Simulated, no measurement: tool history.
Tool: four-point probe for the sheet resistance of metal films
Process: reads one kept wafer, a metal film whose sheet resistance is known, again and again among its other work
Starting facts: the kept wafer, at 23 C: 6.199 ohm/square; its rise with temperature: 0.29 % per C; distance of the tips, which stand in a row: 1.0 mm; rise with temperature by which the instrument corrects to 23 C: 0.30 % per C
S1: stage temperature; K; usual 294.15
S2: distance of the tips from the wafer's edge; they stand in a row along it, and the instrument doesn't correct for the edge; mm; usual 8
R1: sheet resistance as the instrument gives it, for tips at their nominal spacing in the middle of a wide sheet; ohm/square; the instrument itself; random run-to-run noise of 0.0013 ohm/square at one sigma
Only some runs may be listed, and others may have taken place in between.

run    hour      S1  S2        R1
  1       0  294.15   8  6.284434
  2    66.8  294.15   8  6.283869
  3   122.1  294.15  10  6.267433
  4   153.9  294.15  10  6.268811
  5   195.1  294.15  10  6.270291
  6     246  294.15  10  6.268783
  7   293.3  294.15   8  6.286757
  8   345.5  298.15   8  6.288537
  9   403.1  298.15   8  6.287641
 10   449.9  298.15   8  6.292157
 11   486.5  298.15   8    6.2914
 12   520.7  291.15   8  6.298546
 13   554.5  294.15   8  6.296828
 14   590.6  294.15   8  6.298207
 15   644.3  294.15   8  6.288765
 16   690.5  294.15   8  6.289667
 17   756.3  294.15   8  6.291732
 18   799.5  294.15  10  6.273266
 19   866.1  294.15   8  6.290972
 20   901.2  294.15   8  6.294184
 21   968.2  294.15   8  6.296389
 22  1031.6  294.15   8  6.294785
 23  1065.6  293.15   8  6.298589
 24  1097.8  295.15   6  6.336118
 25  1156.2  295.15   6  6.338237
 26  1197.4  295.15   6  6.339013
 27  1235.3  301.15   4  6.444484
 28  1302.9  297.15   4  6.452241
 29  1346.6  297.15   4  6.449833
 30  1385.3  298.15   8  6.299991
 31  1437.9  295.15  40  6.253676
 32  1490.6  300.15  48  6.249616
 33  1547.3  301.15  19  6.258452
 34  1620.9  305.15   8  6.298731
 35  1680.9  305.15   8  6.299783
 36  1716.8  305.15   8  6.300532
 37  1753.6  298.15  43  6.255845
 38  1821.1  294.15  12   6.28416
 39    1891  302.15   8  6.306316
 40  1963.8  298.15   3   6.60917
 41  2017.6  304.15  19  6.265079
 42  2090.8  306.15   4  6.458814
 43  2138.7  306.15   4  6.459513
 44  2193.1  306.15   4  6.459328

The log once held 2 entries between its listed runs, left out of this copy. Where does each go, and what is different about the tool's unlogged condition between the listed run before it and the listed run after it?
Runs 11 to 12: stage's thermometer calibrated (hour 502.8)
  inner tips' distance over the nominal, %: 0.513 -> 0.522; tips' flats over new ones', %: 72 -> 73; wafer's true temperature over the reading, C: 0.37 -> 0.42
  what was measured, less what the result would be without the hidden state, R1: +0.041467 -> +0.043112 ohm/square
Runs 14 to 15: stage's thermometer calibrated, once more (hour 613.6)
  inner tips' distance over the nominal, %: 0.539 -> 0.553; tips' flats over new ones', %: 75 -> 76; wafer's true temperature over the reading, C: 0.43 -> -0.07
  what was measured, less what the result would be without the hidden state, R1: +0.044403 -> +0.036191 ohm/square
